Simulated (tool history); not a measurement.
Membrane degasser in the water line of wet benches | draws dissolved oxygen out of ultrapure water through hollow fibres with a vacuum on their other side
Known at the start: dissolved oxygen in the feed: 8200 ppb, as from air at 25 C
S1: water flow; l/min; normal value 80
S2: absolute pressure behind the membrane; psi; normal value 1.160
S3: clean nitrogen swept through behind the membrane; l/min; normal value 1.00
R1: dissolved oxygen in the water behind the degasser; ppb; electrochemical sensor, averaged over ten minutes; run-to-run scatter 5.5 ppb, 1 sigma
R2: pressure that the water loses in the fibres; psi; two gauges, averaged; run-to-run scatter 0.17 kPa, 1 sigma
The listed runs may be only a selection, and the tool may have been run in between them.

run 1 hour=0.0 | S1=80 S2=1.160 S3=1.00 | R1=726.6 R2=3.854
run 2 hour=102.3 | S1=80 S2=1.160 S3=1.97 | R1=505.1 R2=3.909
run 3 hour=184.5 | S1=80 S2=1.160 S3=1.00 | R1=734.0 R2=3.903
run 4 hour=330.4 | S1=80 S2=1.160 S3=1.00 | R1=740.2 R2=3.874
run 5 hour=506.0 | S1=80 S2=1.160 S3=1.00 | R1=731.9 R2=3.871
run 6 hour=634.2 | S1=80 S2=1.160 S3=1.00 | R1=730.3 R2=3.899
run 7 hour=771.5 | S1=80 S2=1.160 S3=1.00 | R1=735.0 R2=3.896
run 8 hour=884.2 | S1=80 S2=1.160 S3=1.00 | R1=736.8 R2=3.862
run 9 hour=1069.2 | S1=80 S2=1.160 S3=1.00 | R1=728.0 R2=3.912
run 10 hour=1224.6 | S1=80 S2=1.160 S3=1.00 | R1=728.8 R2=3.867
run 11 hour=1370.2 | S1=80 S2=1.632 S3=1.00 | R1=1107.6 R2=3.867
run 12 hour=1501.6 | S1=80 S2=1.632 S3=1.00 | R1=1092.0 R2=3.933
run 13 hour=1656.9 | S1=80 S2=1.632 S3=1.00 | R1=1092.5 R2=3.852
run 14 hour=1782.8 | S1=80 S2=1.160 S3=1.40 | R1=612.4 R2=3.825
run 15 hour=1937.4 | S1=80 S2=1.160 S3=1.40 | R1=603.8 R2=3.909
run 16 hour=2016.0 | S1=58 S2=1.160 S3=1.40 | R1=455.8 R2=2.866
run 17 hour=2122.6 | S1=51 S2=1.160 S3=1.00 | R1=502.4 R2=2.502
run 18 hour=2302.3 | S1=81 S2=2.190 S3=0.47 | R1=2178.8 R2=3.871
run 19 hour=2400.1 | S1=123 S2=2.193 S3=1.00 | R1=1969.3 R2=5.944

Run 20, settings as shown, results not yet in. Your forecast:
run 20 hour=2573.7 | S1=93 S2=1.649 S3=1.22 | R1=? R2=?

{"run 20": {"R1": 1112.6, "R2": 4.534}}
The same run, on a tool lacking any hidden state, would have yielded R1 1112.1 ppb, R2 4.532 psi.
